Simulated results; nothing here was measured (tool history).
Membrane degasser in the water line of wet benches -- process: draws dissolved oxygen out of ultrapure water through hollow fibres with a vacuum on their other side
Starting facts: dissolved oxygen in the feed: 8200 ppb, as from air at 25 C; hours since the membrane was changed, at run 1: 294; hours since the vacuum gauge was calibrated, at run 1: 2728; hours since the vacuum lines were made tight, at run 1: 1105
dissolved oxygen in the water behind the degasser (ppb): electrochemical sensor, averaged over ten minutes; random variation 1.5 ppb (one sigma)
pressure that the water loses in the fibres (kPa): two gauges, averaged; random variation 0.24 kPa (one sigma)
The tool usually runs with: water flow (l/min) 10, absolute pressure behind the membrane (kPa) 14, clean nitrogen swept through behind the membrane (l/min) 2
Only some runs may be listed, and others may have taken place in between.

run    hour  water flow (l/min)  absolute pressure behind the membrane (kPa)  clean nitrogen swept through behind the membrane (l/min)  hours since the membrane was changed  hours since the vacuum gauge was calibrated  hours since the vacuum lines were made tight  dissolved oxygen in the water behind the degasser (ppb)  pressure that the water loses in the fibres (kPa)
  1       0                  10                                           14                                                         2                                   294                                         2728                                          1105                                                    155.4                                              63.69
  2     194                   9                                           14                                                         2                                   488                                         2922                                          1299                                                    137.5                                              57.58
  3   368.2                   9                                           14                                                         2                                   662                                         3096                                          1473                                                    137.8                                              57.69
  4   521.6                   7                                           14                                                         2                                   815                                         3250                                          1627                                                    101.5                                              44.47
  5     652                   7                                         26.1                                                         2                                   946                                         3380                                          1757                                                    211.5                                              44.74
  6   867.4                   7                                         26.1                                                         2                                  1161                                         3596                                          1973                                                    210.2                                              44.87
  7  1067.6                  10                                           14                                                         2                                  1361                                         3796                                          2173                                                    158.3                                              64.43
  8  1195.9                  10                                           14                                                         2                                  1489                                         3924                                          2301                                                    159.8                                              64.24
  9  1370.2                  10                                           14                                                      1.62                                  1664                                         4099                                          2475                                                    192.2                                              64.71
 10  1663.4                  12                                           14                                                         2                                  1957                                         4392                                          2769                                                    205.8                                              77.78
 11  1967.3                  12                                           14                                                         2                                  2261                                         4696                                          3072                                                    209.3                                              78.09
 12    2134                  12                                           14                                                         2                                  2428                                         4862                                          3239                                                    207.5                                              78.44
 13  2338.4                  11                                           14                                                         2                                  2632                                         5067                                          3444                                                    185.5                                              72.26
 14  2496.8                  10                                         14.4                                                         2                                  2790                                         5225                                          3602                                                    167.7                                              65.64
 15  2798.3                  10                                           14                                                         2                                  3092                                         5527                                          3903                                                    166.1                                               65.2
 16  3027.5                  10                                           14                                                         2                                  3321                                         5756                                          4133                                                    166.1                                              65.72
 17  3224.7                  10                                           14                                                      1.22                                  3518                                         5953                                          4330                                                    250.4                                              66.06
 18  3367.5                  10                                         28.5                                                      1.84                                  3661                                         6096                                          4473                                                    376.5                                              65.97
     3591.7  -- seals of the vacuum lines changed
 19  3591.7                  10                                          9.3                                                      1.84                                  3883                                         6318                                             0                                                    109.5                                              65.71
 20  3892.8                  10                                          9.3                                                      1.84                                  4184                                         6619                                           301                                                    112.1                                              65.83
 21  4147.3                  10                                          9.3                                                      1.84                                  4439                                         6874                                           556                                                    109.4                                              66.56
 22  4388.2                  11                                         32.2                                                      2.59                                  4680                                         7115                                           797                                                    333.8                                              73.57
 23  4668.3                  11                                         32.2                                                      2.59                                  4960                                         7395                                          1077                                                    337.7                                              73.54
 24  4955.6                  11                                         27.9                                                      2.59                                  5247                                         7682                                          1364                                                    299.5                                              74.03
     5146.7  -- vacuum gauge calibrated
 25  5241.4                  11                                         27.9                                                      2.59                                  5532                                           95                                          1649                                                    289.9                                              74.03
 26  5452.9                  11                                         19.2                                                      2.59                                  5744                                          306                                          1861                                                    207.5                                              74.04
 27  5676.5                  10                                         32.9                                                      2.61                                  5968                                          530                                          2084                                                    310.3                                               67.2
 28  5929.7                   8                                         12.9                                                         2                                  6221                                          783                                          2337                                                    111.6                                              54.24
 29  6065.8                  13                                         28.2                                                      0.85                                  6357                                          919                                          2474                                                    869.8                                              88.79
 30  6291.6                  13                                         28.2                                                      0.85                                  6583                                         1145                                          2699                                                    881.8                                              88.48
 31  6425.6                   8                                         22.9                                                      2.25                                  6717                                         1279                                          2833                                                    194.2                                              54.55
 32  6729.3                   8                                         22.9                                                      2.25                                  7020                                         1583                                          3137                                                    196.6                                              54.63
 33  6945.8                   8                                         22.9                                                      2.25                                  7237                                         1799                                          3354                                                    193.6                                              54.88

Hidden condition of the tool, last listed run before each entry between runs versus first listed run after:
Runs 18 to 19: seals of the vacuum lines changed (hour 3591.7)
  membrane still open, %: 96.3 -> 96.1; true pressure behind the membrane over the reading, kPa: 0.24 -> 0.25; air that leaks in behind the membrane, l/min: 0.0267 -> 0.0028
  measured result minus the result with no hidden state, dissolved oxygen in the water behind the degasser (ppb): +30.3 -> +8.8; pressure that the water loses in the fibres (kPa): +2.44 -> +2.59
Runs 24 to 25: vacuum gauge calibrated (hour 5146.7)
  membrane still open, %: 94.7 -> 94.4; true pressure behind the membrane over the reading, kPa: 0.31 -> -0.01; air that leaks in behind the membrane, l/min: 0.0099 -> 0.0114
  measured result minus the result with no hidden state, dissolved oxygen in the water behind the degasser (ppb): +18.1 -> +16.1; pressure that the water loses in the fibres (kPa): +3.9 -> +4.14
